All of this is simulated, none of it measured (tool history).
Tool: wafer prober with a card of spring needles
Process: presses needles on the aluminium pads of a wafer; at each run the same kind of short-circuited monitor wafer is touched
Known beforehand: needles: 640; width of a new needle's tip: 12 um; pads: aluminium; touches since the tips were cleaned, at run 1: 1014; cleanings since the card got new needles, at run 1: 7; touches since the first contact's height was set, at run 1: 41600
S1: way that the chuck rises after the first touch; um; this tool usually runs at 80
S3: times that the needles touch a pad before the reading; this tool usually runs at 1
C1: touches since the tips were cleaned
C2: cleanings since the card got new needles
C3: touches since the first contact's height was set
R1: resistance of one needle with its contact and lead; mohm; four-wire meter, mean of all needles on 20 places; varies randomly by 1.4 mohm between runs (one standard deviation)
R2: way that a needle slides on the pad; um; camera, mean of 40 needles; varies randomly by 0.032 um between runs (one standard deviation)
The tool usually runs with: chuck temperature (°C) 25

{"run": 1, "hour": 0.0, "S1": 80, "chuck temperature (°C)": 25, "S3": 1, "C1": 1014, "C2": 7, "C3": 41600, "R1": 131, "R2": 20.79}
{"hour": 16.3, "done": "tips cleaned on abrasive film"}
{"hour": 33.5, "done": "tips cleaned on abrasive film"}
{"hour": 54.3, "done": "tips cleaned on abrasive film"}
{"run": 2, "hour": 65.2, "S1": 80, "chuck temperature (°C)": 25, "S3": 1, "C1": 3199, "C2": 10, "C3": 60690, "R1": 132, "R2": 20.79}
{"hour": 73.9, "done": "tips cleaned on abrasive film"}
{"hour": 94.5, "done": "tips cleaned on abrasive film"}
{"run": 3, "hour": 102.1, "S1": 80, "chuck temperature (°C)": 25, "S3": 1, "C1": 2227, "C2": 12, "C3": 71467, "R1": 130, "R2": 20.77}
{"hour": 115.0, "done": "tips cleaned on abrasive film"}
{"hour": 136.0, "done": "tips cleaned on abrasive film"}
{"hour": 157.5, "done": "tips cleaned on abrasive film"}
{"hour": 178.9, "done": "tips cleaned on abrasive film"}
{"run": 4, "hour": 186.7, "S1": 80, "chuck temperature (°C)": 25, "S3": 1, "C1": 2305, "C2": 16, "C3": 96239, "R1": 130, "R2": 20.78}
{"hour": 198.6, "done": "tips cleaned on abrasive film"}
{"hour": 215.8, "done": "tips cleaned on abrasive film"}
{"run": 5, "hour": 227.9, "S1": 80, "chuck temperature (°C)": 25, "S3": 1, "C1": 3548, "C2": 18, "C3": 108285, "R1": 129, "R2": 20.78}
{"hour": 236.5, "done": "tips cleaned on abrasive film"}
{"hour": 256.7, "done": "tips cleaned on abrasive film"}
{"hour": 278.2, "done": "tips cleaned on abrasive film"}
{"run": 6, "hour": 291.7, "S1": 80, "chuck temperature (°C)": 25, "S3": 1, "C1": 3973, "C2": 21, "C3": 126986, "R1": 129, "R2": 20.77}
{"hour": 296.1, "done": "tips cleaned on abrasive film"}
{"hour": 317.6, "done": "tips cleaned on abrasive film"}
{"hour": 339.1, "done": "tips cleaned on abrasive film"}
{"run": 7, "hour": 355.0, "S1": 80, "chuck temperature (°C)": 25, "S3": 1, "C1": 4668, "C2": 24, "C3": 145504, "R1": 131, "R2": 20.75}
{"hour": 359.4, "done": "tips cleaned on abrasive film"}
{"hour": 380.9, "done": "tips cleaned on abrasive film"}
{"hour": 402.2, "done": "tips cleaned on abrasive film"}
{"hour": 419.5, "done": "tips cleaned on abrasive film"}
{"hour": 441.0, "done": "tips cleaned on abrasive film"}
{"run": 8, "hour": 442.6, "S1": 80, "chuck temperature (°C)": 27, "S3": 1, "C1": 464, "C2": 29, "C3": 171103, "R1": 129, "R2": 20.88}
{"hour": 447.1, "done": "height of the first contact set anew"}
{"hour": 460.0, "done": "tips cleaned on abrasive film"}
{"hour": 477.2, "done": "tips cleaned on abrasive film"}
{"hour": 498.7, "done": "tips cleaned on abrasive film"}
{"run": 9, "hour": 511.5, "S1": 80, "chuck temperature (°C)": 27, "S3": 1, "C1": 3755, "C2": 32, "C3": 18836, "R1": 129, "R2": 20.88}
{"hour": 520.2, "done": "tips cleaned on abrasive film"}
{"hour": 537.4, "done": "tips cleaned on abrasive film"}
{"hour": 558.5, "done": "tips cleaned on abrasive film"}
{"hour": 580.0, "done": "tips cleaned on abrasive film"}
{"run": 10, "hour": 583.2, "S1": 80, "chuck temperature (°C)": 27, "S3": 1, "C1": 960, "C2": 36, "C3": 39814, "R1": 131, "R2": 20.87}
{"hour": 600.5, "done": "tips cleaned on abrasive film"}
{"hour": 621.7, "done": "tips cleaned on abrasive film"}
{"hour": 643.2, "done": "tips cleaned on abrasive film"}
{"hour": 664.7, "done": "tips cleaned on abrasive film"}
{"run": 11, "hour": 670.1, "S1": 80, "chuck temperature (°C)": 27, "S3": 1, "C1": 1585, "C2": 40, "C3": 65239, "R1": 131, "R2": 20.86}
{"hour": 682.4, "done": "tips cleaned on abrasive film"}
{"hour": 703.6, "done": "tips cleaned on abrasive film"}
{"run": 12, "hour": 717.5, "S1": 80, "chuck temperature (°C)": 27, "S3": 1, "C1": 4108, "C2": 42, "C3": 79135, "R1": 129, "R2": 20.89}
{"hour": 721.9, "done": "tips cleaned on abrasive film"}
{"hour": 743.4, "done": "tips cleaned on abrasive film"}
{"hour": 763.5, "done": "tips cleaned on abrasive film"}
{"run": 13, "hour": 763.5, "S1": 80, "chuck temperature (°C)": 27, "S3": 1, "C1": 0, "C2": 45, "C3": 92569, "R1": 131, "R2": 20.88}
{"hour": 780.8, "done": "tips cleaned on abrasive film"}
{"hour": 802.3, "done": "tips cleaned on abrasive film"}
{"hour": 823.8, "done": "tips cleaned on abrasive film"}
{"hour": 844.2, "done": "tips cleaned on abrasive film"}
{"run": 14, "hour": 846.0, "S1": 98, "chuck temperature (°C)": 32, "S3": 1, "C1": 508, "C2": 49, "C3": 116696, "R1": 130, "R2": 25.55}
{"hour": 862.7, "done": "tips cleaned on abrasive film"}
{"hour": 883.6, "done": "tips cleaned on abrasive film"}
{"run": 15, "hour": 897.8, "S1": 98, "chuck temperature (°C)": 32, "S3": 1, "C1": 4179, "C2": 51, "C3": 131889, "R1": 130, "R2": 25.56}
{"hour": 902.2, "done": "tips cleaned on abrasive film"}
{"hour": 922.7, "done": "tips cleaned on abrasive film"}
{"hour": 943.7, "done": "tips cleaned on abrasive film"}
{"hour": 964.6, "done": "tips cleaned on abrasive film"}
{"run": 16, "hour": 981.4, "S1": 80, "chuck temperature (°C)": 36, "S3": 2, "C1": 4946, "C2": 55, "C3": 156354, "R1": 133, "R2": 20.9}
{"hour": 985.8, "done": "tips cleaned on abrasive film"}
{"hour": 1007.3, "done": "tips cleaned on abrasive film"}
{"hour": 1028.8, "done": "tips cleaned on abrasive film"}
{"hour": 1037.6, "done": "height of the first contact set anew"}
{"run": 17, "hour": 1046.1, "S1": 80, "chuck temperature (°C)": 36, "S3": 2, "C1": 4998, "C2": 58, "C3": 2479, "R1": 132, "R2": 20.9}
{"hour": 1050.5, "done": "tips cleaned on abrasive film"}
{"hour": 1072.0, "done": "tips cleaned on abrasive film"}
{"hour": 1092.9, "done": "tips cleaned on abrasive film"}
{"run": 18, "hour": 1103.9, "S1": 80, "chuck temperature (°C)": 36, "S3": 2, "C1": 3242, "C2": 61, "C3": 19398, "R1": 132, "R2": 20.89}
{"hour": 1112.5, "done": "tips cleaned on abrasive film"}
{"hour": 1133.3, "done": "tips cleaned on abrasive film"}
{"hour": 1154.4, "done": "tips cleaned on abrasive film"}
{"run": 19, "hour": 1170.3, "S1": 80, "chuck temperature (°C)": 50, "S3": 2, "C1": 4668, "C2": 64, "C3": 38825, "R1": 133, "R2": 20.96}
{"hour": 1174.7, "done": "tips cleaned on abrasive film"}
{"hour": 1195.8, "done": "tips cleaned on abrasive film"}
{"hour": 1217.3, "done": "tips cleaned on abrasive film"}
{"hour": 1238.0, "done": "tips cleaned on abrasive film"}
{"run": 20, "hour": 1239.8, "S1": 76, "chuck temperature (°C)": 45, "S3": 2, "C1": 518, "C2": 68, "C3": 59156, "R1": 134, "R2": 19.86}
{"hour": 1257.0, "done": "tips cleaned on abrasive film"}
{"hour": 1274.3, "done": "tips cleaned on abrasive film"}
{"hour": 1295.8, "done": "tips cleaned on abrasive film"}
{"run": 21, "hour": 1302.6, "S1": 97, "chuck temperature (°C)": 25, "S3": 2, "C1": 1993, "C2": 71, "C3": 77526, "R1": 131, "R2": 25.34}
{"hour": 1315.5, "done": "tips cleaned on abrasive film"}
{"hour": 1336.3, "done": "tips cleaned on abrasive film"}
{"hour": 1357.8, "done": "tips cleaned on abrasive film"}
{"hour": 1374.9, "done": "gauge calibrated"}
{"hour": 1379.3, "done": "tips cleaned on abrasive film"}
{"run": 22, "hour": 1386.3, "S1": 84, "chuck temperature (°C)": 25, "S3": 2, "C1": 2046, "C2": 75, "C3": 102026, "R1": 128, "R2": 21.72}

Run 23, settings as shown, results not yet in. Your forecast:
{"hour": 1398.8, "done": "tips cleaned on abrasive film"}
{"hour": 1420.3, "done": "tips cleaned on abrasive film"}
{"run": 23, "hour": 1433.6, "S1": 80, "chuck temperature (°C)": 49, "S3": 2, "C1": 3900, "C2": 77, "C3": 115880, "R1": "?", "R2": "?"}

Logged for run 23: R1 133 mohm, R2 20.77 um.
On a tool with no hidden condition, and with the same random variation, this run would have come out at R1 133 mohm, R2 20.76 um.

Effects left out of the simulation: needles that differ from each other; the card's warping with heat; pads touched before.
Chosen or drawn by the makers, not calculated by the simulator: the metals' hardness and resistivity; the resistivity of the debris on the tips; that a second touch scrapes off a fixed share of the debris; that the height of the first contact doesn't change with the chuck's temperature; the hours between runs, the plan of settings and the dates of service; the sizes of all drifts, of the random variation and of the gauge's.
